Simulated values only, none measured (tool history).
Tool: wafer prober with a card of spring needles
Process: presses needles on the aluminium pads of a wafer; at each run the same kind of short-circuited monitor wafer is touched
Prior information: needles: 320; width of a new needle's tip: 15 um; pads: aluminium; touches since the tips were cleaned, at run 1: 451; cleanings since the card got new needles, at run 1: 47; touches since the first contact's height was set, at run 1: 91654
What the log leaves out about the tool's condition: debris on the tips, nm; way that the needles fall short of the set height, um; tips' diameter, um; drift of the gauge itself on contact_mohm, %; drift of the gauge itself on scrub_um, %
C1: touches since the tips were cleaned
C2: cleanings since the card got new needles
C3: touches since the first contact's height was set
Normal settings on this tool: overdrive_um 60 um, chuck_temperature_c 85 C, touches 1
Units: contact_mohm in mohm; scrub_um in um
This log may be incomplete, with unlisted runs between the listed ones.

run 1 hour=0.0 | overdrive_um=60 chuck_temperature_c=85 touches=1 | C1=451 C2=47 C3=91654 | contact_mohm=233 scrub_um=14.90
-- hour=2.2 tips cleaned on abrasive film
-- hour=5.1 tips cleaned on abrasive film
-- hour=8.8 tips cleaned on abrasive film
-- hour=12.4 tips cleaned on abrasive film
-- hour=16.0 tips cleaned on abrasive film
-- hour=19.7 tips cleaned on abrasive film
-- hour=23.3 tips cleaned on abrasive film
-- hour=26.9 tips cleaned on abrasive film
-- hour=30.5 tips cleaned on abrasive film
-- hour=33.5 tips cleaned on abrasive film
-- hour=37.1 tips cleaned on abrasive film
-- hour=40.7 tips cleaned on abrasive film
-- hour=44.4 tips cleaned on abrasive film
-- hour=48.0 tips cleaned on abrasive film
run 2 hour=49.4 | overdrive_um=60 chuck_temperature_c=85 touches=1 | C1=823 C2=61 C3=119395 | contact_mohm=234 scrub_um=14.73
-- hour=50.9 tips cleaned on abrasive film
-- hour=54.6 tips cleaned on abrasive film
-- hour=57.5 tips cleaned on abrasive film
-- hour=61.1 tips cleaned on abrasive film
-- hour=64.7 tips cleaned on abrasive film
-- hour=68.4 tips cleaned on abrasive film
-- hour=71.3 tips cleaned on abrasive film
-- hour=74.9 tips cleaned on abrasive film
-- hour=78.5 tips cleaned on abrasive film
-- hour=82.2 tips cleaned on abrasive film
-- hour=85.1 tips cleaned on abrasive film
-- hour=88.7 tips cleaned on abrasive film
-- hour=92.4 tips cleaned on abrasive film
-- hour=96.0 tips cleaned on abrasive film
-- hour=99.0 tips cleaned on abrasive film
run 3 hour=99.0 | overdrive_um=60 chuck_temperature_c=85 touches=1 | C1=0 C2=76 C3=147184 | contact_mohm=241 scrub_um=14.99
-- hour=101.9 tips cleaned on abrasive film
-- hour=105.6 tips cleaned on abrasive film
-- hour=109.2 tips cleaned on abrasive film
-- hour=112.1 tips cleaned on abrasive film
-- hour=115.7 tips cleaned on abrasive film
-- hour=118.7 tips cleaned on abrasive film
-- hour=122.3 tips cleaned on abrasive film
run 4 hour=124.1 | overdrive_um=60 chuck_temperature_c=85 touches=1 | C1=1066 C2=83 C3=161304 | contact_mohm=238 scrub_um=14.64
-- hour=125.6 tips cleaned on abrasive film
-- hour=128.6 tips cleaned on abrasive film
-- hour=132.2 tips cleaned on abrasive film
-- hour=135.8 tips cleaned on abrasive film
-- hour=139.5 tips cleaned on abrasive film
-- hour=143.1 tips cleaned on abrasive film
-- hour=146.7 tips cleaned on abrasive film
-- hour=150.3 tips cleaned on abrasive film
-- hour=153.3 tips cleaned on abrasive film
run 5 hour=155.4 | overdrive_um=53 chuck_temperature_c=85 touches=1 | C1=1255 C2=92 C3=178872 | contact_mohm=240 scrub_um=12.97
-- hour=156.2 tips cleaned on abrasive film
-- hour=158.6 height of the first contact set anew
-- hour=159.4 tips cleaned on abrasive film
-- hour=163.1 tips cleaned on abrasive film
-- hour=166.7 tips cleaned on abrasive film
-- hour=170.3 tips cleaned on abrasive film
-- hour=174.0 tips cleaned on abrasive film
-- hour=177.6 tips cleaned on abrasive film
-- hour=181.2 tips cleaned on abrasive film
-- hour=184.1 tips cleaned on abrasive film
-- hour=187.8 tips cleaned on abrasive film
run 6 hour=187.9 | overdrive_um=53 chuck_temperature_c=85 touches=1 | C1=92 C2=102 C3=16405 | contact_mohm=242 scrub_um=12.96
-- hour=190.9 tips cleaned on abrasive film
-- hour=193.8 tips cleaned on abrasive film
-- hour=197.4 tips cleaned on abrasive film
-- hour=201.0 tips cleaned on abrasive film
-- hour=204.0 tips cleaned on abrasive film
-- hour=206.9 tips cleaned on abrasive film
-- hour=210.5 tips cleaned on abrasive film
-- hour=213.4 tips cleaned on abrasive film
-- hour=217.1 tips cleaned on abrasive film
-- hour=220.7 tips cleaned on abrasive film
-- hour=223.6 tips cleaned on abrasive film
-- hour=227.2 tips cleaned on abrasive film
-- hour=230.9 tips cleaned on abrasive film
-- hour=234.5 tips cleaned on abrasive film
-- hour=238.1 tips cleaned on abrasive film
run 7 hour=238.5 | overdrive_um=53 chuck_temperature_c=85 touches=1 | C1=226 C2=117 C3=44770 | contact_mohm=238 scrub_um=13.08
-- hour=241.4 tips cleaned on abrasive film
-- hour=245.1 tips cleaned on abrasive film
-- hour=248.7 tips cleaned on abrasive film
-- hour=252.3 tips cleaned on abrasive film
-- hour=256.0 tips cleaned on abrasive film
-- hour=259.6 tips cleaned on abrasive film
-- hour=263.2 tips cleaned on abrasive film
-- hour=266.8 tips cleaned on abrasive film
-- hour=269.8 tips cleaned on abrasive film
-- hour=273.0 tips cleaned on abrasive film
run 8 hour=273.0 | overdrive_um=60 chuck_temperature_c=43 touches=1 | C1=0 C2=127 C3=64125 | contact_mohm=226 scrub_um=15.18
-- hour=275.9 tips cleaned on abrasive film
-- hour=279.6 tips cleaned on abrasive film
-- hour=282.5 tips cleaned on abrasive film
-- hour=285.4 tips cleaned on abrasive film
-- hour=289.0 tips cleaned on abrasive film
-- hour=292.7 tips cleaned on abrasive film
-- hour=295.6 tips cleaned on abrasive film
-- hour=299.2 tips cleaned on abrasive film
-- hour=302.1 tips cleaned on abrasive film
-- hour=305.8 tips cleaned on abrasive film
-- hour=309.4 tips cleaned on abrasive film
-- hour=313.0 tips cleaned on abrasive film
-- hour=316.7 tips cleaned on abrasive film
-- hour=320.3 tips cleaned on abrasive film
run 9 hour=321.4 | overdrive_um=60 chuck_temperature_c=43 touches=1 | C1=647 C2=141 C3=91281 | contact_mohm=227 scrub_um=15.03
-- hour=323.6 tips cleaned on abrasive film
-- hour=327.2 tips cleaned on abrasive film
-- hour=330.9 tips cleaned on abrasive film
-- hour=334.5 tips cleaned on abrasive film
-- hour=338.1 tips cleaned on abrasive film
-- hour=341.8 tips cleaned on abrasive film
-- hour=345.4 tips cleaned on abrasive film
-- hour=348.3 tips cleaned on abrasive film
-- hour=351.9 tips cleaned on abrasive film
-- hour=355.6 tips cleaned on abrasive film
run 10 hour=356.9 | overdrive_um=60 chuck_temperature_c=43 touches=1 | C1=764 C2=151 C3=111212 | contact_mohm=228 scrub_um=14.90
-- hour=359.1 tips cleaned on abrasive film
-- hour=362.7 tips cleaned on abrasive film
-- hour=366.4 tips cleaned on abrasive film
-- hour=370.0 tips cleaned on abrasive film
-- hour=373.6 tips cleaned on abrasive film
-- hour=376.5 tips cleaned on abrasive film
-- hour=380.2 tips cleaned on abrasive film
-- hour=383.8 tips cleaned on abrasive film
run 11 hour=384.8 | overdrive_um=60 chuck_temperature_c=34 touches=1 | C1=560 C2=159 C3=126862 | contact_mohm=220 scrub_um=15.01
-- hour=387.0 tips cleaned on abrasive film
-- hour=389.9 tips cleaned on abrasive film
-- hour=393.5 tips cleaned on abrasive film
-- hour=397.2 tips cleaned on abrasive film
-- hour=400.8 tips cleaned on abrasive film
-- hour=404.4 tips cleaned on abrasive film
-- hour=408.1 tips cleaned on abrasive film
-- hour=411.7 tips cleaned on abrasive film
-- hour=414.6 tips cleaned on abrasive film
run 12 hour=414.7 | overdrive_um=42 chuck_temperature_c=85 touches=2 | C1=61 C2=168 C3=143641 | contact_mohm=247 scrub_um=10.42
-- hour=417.6 tips cleaned on abrasive film
-- hour=421.3 tips cleaned on abrasive film
-- hour=424.9 tips cleaned on abrasive film
-- hour=427.8 tips cleaned on abrasive film
-- hour=431.4 tips cleaned on abrasive film
-- hour=435.1 tips cleaned on abrasive film
-- hour=438.0 tips cleaned on abrasive film
-- hour=441.6 tips cleaned on abrasive film
run 13 hour=443.2 | overdrive_um=59 chuck_temperature_c=42 touches=1 | C1=908 C2=176 C3=159638 | contact_mohm=226 scrub_um=14.56
-- hour=444.7 tips cleaned on abrasive film
-- hour=448.3 tips cleaned on abrasive film
-- hour=452.0 tips cleaned on abrasive film
-- hour=455.6 tips cleaned on abrasive film
-- hour=458.5 tips cleaned on abrasive film
-- hour=462.1 tips cleaned on abrasive film
-- hour=465.1 tips cleaned on abrasive film
-- hour=468.7 tips cleaned on abrasive film
-- hour=472.3 tips cleaned on abrasive film
-- hour=476.0 tips cleaned on abrasive film
-- hour=479.6 tips cleaned on abrasive film
-- hour=480.6 height of the first contact set anew
-- hour=482.8 tips cleaned on abrasive film
run 14 hour=484.4 | overdrive_um=59 chuck_temperature_c=79 touches=1 | C1=937 C2=188 C3=2160 | contact_mohm=240 scrub_um=14.46
-- hour=485.9 tips cleaned on abrasive film
-- hour=489.6 tips cleaned on abrasive film
-- hour=493.2 tips cleaned on abrasive film
-- hour=496.8 tips cleaned on abrasive film
-- hour=499.7 tips cleaned on abrasive film
-- hour=503.4 tips cleaned on abrasive film
-- hour=507.0 tips cleaned on abrasive film
-- hour=509.9 tips cleaned on abrasive film
-- hour=513.6 tips cleaned on abrasive film
-- hour=517.2 tips cleaned on abrasive film
-- hour=520.8 tips cleaned on abrasive film
-- hour=524.4 tips cleaned on abrasive film
-- hour=528.1 tips cleaned on abrasive film
-- hour=531.0 tips cleaned on abrasive film
-- hour=534.6 tips cleaned on abrasive film
run 15 hour=534.9 | overdrive_um=44 chuck_temperature_c=44 touches=1 | C1=164 C2=203 C3=30462 | contact_mohm=233 scrub_um=11.02
-- hour=537.8 tips cleaned on abrasive film
-- hour=540.7 tips cleaned on abrasive film
-- hour=544.4 tips cleaned on abrasive film
-- hour=548.0 tips cleaned on abrasive film
-- hour=551.6 tips cleaned on abrasive film
-- hour=555.3 tips cleaned on abrasive film
-- hour=558.2 tips cleaned on abrasive film
-- hour=561.8 tips cleaned on abrasive film
run 16 hour=561.9 | overdrive_um=44 chuck_temperature_c=44 touches=1 | C1=42 C2=211 C3=45591 | contact_mohm=237 scrub_um=10.72
-- hour=564.8 tips cleaned on abrasive film
-- hour=568.4 tips cleaned on abrasive film
-- hour=572.1 tips cleaned on abrasive film
-- hour=575.7 tips cleaned on abrasive film
-- hour=579.3 tips cleaned on abrasive film
-- hour=583.0 tips cleaned on abrasive film
-- hour=585.9 tips cleaned on abrasive film
-- hour=589.5 tips cleaned on abrasive film
-- hour=592.4 tips cleaned on abrasive film
-- hour=596.1 tips cleaned on abrasive film
run 17 hour=596.5 | overdrive_um=61 chuck_temperature_c=107 touches=1 | C1=244 C2=221 C3=65004 | contact_mohm=244 scrub_um=14.91

What if the next run were any one of these 4? Each begins from the tool's condition after run 17:
-- hour=599.4 tips cleaned on abrasive film
-- hour=602.3 tips cleaned on abrasive film
-- hour=606.0 tips cleaned on abrasive film
-- hour=609.6 tips cleaned on abrasive film
-- hour=612.5 tips cleaned on abrasive film
-- hour=616.1 tips cleaned on abrasive film
-- hour=619.8 tips cleaned on abrasive film
-- hour=623.4 tips cleaned on abrasive film
-- hour=627.0 tips cleaned on abrasive film
run A hour=629.1 | overdrive_um=46 chuck_temperature_c=85 touches=1 | C1=1187 C2=230 C3=83318 | contact_mohm=? scrub_um=?
-- hour=599.4 tips cleaned on abrasive film
-- hour=602.3 tips cleaned on abrasive film
-- hour=606.0 tips cleaned on abrasive film
-- hour=609.6 tips cleaned on abrasive film
-- hour=612.5 tips cleaned on abrasive film
-- hour=616.1 tips cleaned on abrasive film
-- hour=619.8 tips cleaned on abrasive film
-- hour=623.4 tips cleaned on abrasive film
-- hour=627.0 tips cleaned on abrasive film
run B hour=629.1 | overdrive_um=53 chuck_temperature_c=80 touches=1 | C1=1187 C2=230 C3=83318 | contact_mohm=? scrub_um=?
-- hour=599.4 tips cleaned on abrasive film
-- hour=602.3 tips cleaned on abrasive film
-- hour=606.0 tips cleaned on abrasive film
-- hour=609.6 tips cleaned on abrasive film
-- hour=612.5 tips cleaned on abrasive film
-- hour=616.1 tips cleaned on abrasive film
-- hour=619.8 tips cleaned on abrasive film
-- hour=623.4 tips cleaned on abrasive film
-- hour=627.0 tips cleaned on abrasive film
run C hour=629.1 | overdrive_um=51 chuck_temperature_c=45 touches=3 | C1=1187 C2=230 C3=83318 | contact_mohm=? scrub_um=?
-- hour=599.4 tips cleaned on abrasive film
-- hour=602.3 tips cleaned on abrasive film
-- hour=606.0 tips cleaned on abrasive film
-- hour=609.6 tips cleaned on abrasive film
-- hour=612.5 tips cleaned on abrasive film
-- hour=616.1 tips cleaned on abrasive film
-- hour=619.8 tips cleaned on abrasive film
-- hour=623.4 tips cleaned on abrasive film
-- hour=627.0 tips cleaned on abrasive film
run D hour=629.1 | overdrive_um=40 chuck_temperature_c=55 touches=2 | C1=1187 C2=230 C3=83318 | contact_mohm=? scrub_um=?

run=A contact_mohm=243 scrub_um=11.36
run=B contact_mohm=239 scrub_um=12.90
run=C contact_mohm=230 scrub_um=12.74
run=D contact_mohm=238 scrub_um=9.88
With no hidden state in the tool, these same runs would have given:
run=A contact_mohm=242 scrub_um=11.37
run=B contact_mohm=239 scrub_um=12.90
run=C contact_mohm=229 scrub_um=12.75
run=D contact_mohm=237 scrub_um=9.88
